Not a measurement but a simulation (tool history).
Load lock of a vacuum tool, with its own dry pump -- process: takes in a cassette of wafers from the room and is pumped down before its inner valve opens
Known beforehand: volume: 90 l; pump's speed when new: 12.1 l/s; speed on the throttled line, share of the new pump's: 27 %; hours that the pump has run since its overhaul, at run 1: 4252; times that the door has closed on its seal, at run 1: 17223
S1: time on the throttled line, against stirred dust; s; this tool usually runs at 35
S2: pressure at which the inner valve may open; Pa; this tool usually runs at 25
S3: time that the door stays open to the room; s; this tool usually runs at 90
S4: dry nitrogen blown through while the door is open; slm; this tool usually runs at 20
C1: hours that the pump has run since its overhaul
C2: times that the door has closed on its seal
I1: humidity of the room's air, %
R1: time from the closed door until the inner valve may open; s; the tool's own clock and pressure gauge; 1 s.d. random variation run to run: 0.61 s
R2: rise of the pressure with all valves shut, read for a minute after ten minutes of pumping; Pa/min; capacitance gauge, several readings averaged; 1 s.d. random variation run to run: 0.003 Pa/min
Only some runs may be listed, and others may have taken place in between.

run      day  S1  S2   S3  S4     C1     C2    I1     R1     R2
  1        0  35  25   90  20   4252  17223  44.4   89.6  0.481
  2   16.079  35  25   90  20   4638  18015  46.4   90.2  0.533
  3   29.333  35  44   90  20   4956  18669  44.7   85.3   0.57
  4     40.3  35  25   90  20   5219  19209  43.6   90.3  0.574
  5   53.017  35  25   90  20   5525  19836  46.5   88.8  0.611
  6   63.738  35  38   90  20   5782  20365    46   87.5  0.648
      74.558  -- door's seal changed, seat wiped
  7   78.017  35  38   90  20   6123    171  42.9   87.3  0.028
  8   93.108  35  38   90  20   6485    915  49.5   87.1  0.041
  9  110.442  61  25   90  20   6901   1769  44.6  108.9  0.046
 10   125.25  35  25   90  20   7257   2499  44.9     90  0.055
 11  135.892  35  25   90   6   7512   3024  44.6   91.4  0.069
 12  143.446  35  25   90   6   7693   3396  45.5   91.1  0.086
 13  158.962  35  25   90  43   8066   4161  42.4   91.5  0.084
 14  167.121  35  39   90  43   8262   4564  44.5   88.9  0.082
 15  178.667  35  25   90  20   8539   5133  44.4     91  0.102
 16  191.492  29  25   90  20   8847   5765  44.5   88.3  0.117
 17  201.058  29  25   90  20   9076   6237  45.6   87.6  0.124
 18  217.946  29  25   90   8   9481   7069  46.4   88.1  0.151
 19  226.538  49  25   90  18   9688   7493  43.9  102.9   0.16
 20  234.696  49  25   90   5   9883   7895  44.4  103.2  0.182
 21  249.121  21  26  189   8  10230   8606  44.8     83  0.217

Forecast run 22:
 22  263.667  21  26  189   8  10579  9323  44.7   ?   ?

Run 22 came out at R1 83 s, R2 0.243 Pa/min.
The same run, on a tool lacking any hidden state, would have yielded R1 77.6 s, R2 0.056 Pa/min.

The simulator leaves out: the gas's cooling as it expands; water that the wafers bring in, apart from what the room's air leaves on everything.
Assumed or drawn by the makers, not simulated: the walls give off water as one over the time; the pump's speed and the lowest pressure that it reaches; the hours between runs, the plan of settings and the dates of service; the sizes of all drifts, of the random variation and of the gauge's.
